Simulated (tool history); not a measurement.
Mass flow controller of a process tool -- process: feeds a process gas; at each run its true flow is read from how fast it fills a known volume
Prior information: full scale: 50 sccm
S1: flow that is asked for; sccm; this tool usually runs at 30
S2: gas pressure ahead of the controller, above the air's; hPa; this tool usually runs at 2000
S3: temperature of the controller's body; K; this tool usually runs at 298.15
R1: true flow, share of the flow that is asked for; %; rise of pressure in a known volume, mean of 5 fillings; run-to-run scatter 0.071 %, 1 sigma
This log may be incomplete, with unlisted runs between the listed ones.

run   hour  S1    S2      S3      R1
  1      0  30  2000  298.15   99.74
  2   44.2  30  2600  298.15   99.37
  3  123.8  30  2600  298.15   99.54
  4  200.9  30  2600  298.15   99.36
  5  275.6  40  2000  298.15   99.85
     285.1  -- controller's zero set anew
  6  370.6  40  2000  298.15   99.94
  7  466.6  40  2000  298.15   99.98
  8  543.5  40  2000  298.15   100.1
     614.5  -- controller's zero set anew, once more
  9  620.8  15  2000  298.15   99.34
 10  664.1  30  1530  303.15  100.17
 11    733  30  1530  303.15  100.18
 12  822.2   6  2000  298.15   99.39
 13  902.9  48  2460  295.15   99.42
 14  995.5   8  1500  295.15   99.52
 15   1051  17  2170  295.15   99.04

Forecast each of these 3 alternatives for the next run:
  A  1103  16  2480  304.15   ?
  B  1103  30  2580  298.15   ?
  C  1103  14  2170  296.15   ?

run     R1
  A  99.44
  B  99.35
  C  99.18
With the hidden condition removed and each run's random variation left untouched, the same runs would have given:
run     R1
  A  99.26
  B  99.25
  C  98.97

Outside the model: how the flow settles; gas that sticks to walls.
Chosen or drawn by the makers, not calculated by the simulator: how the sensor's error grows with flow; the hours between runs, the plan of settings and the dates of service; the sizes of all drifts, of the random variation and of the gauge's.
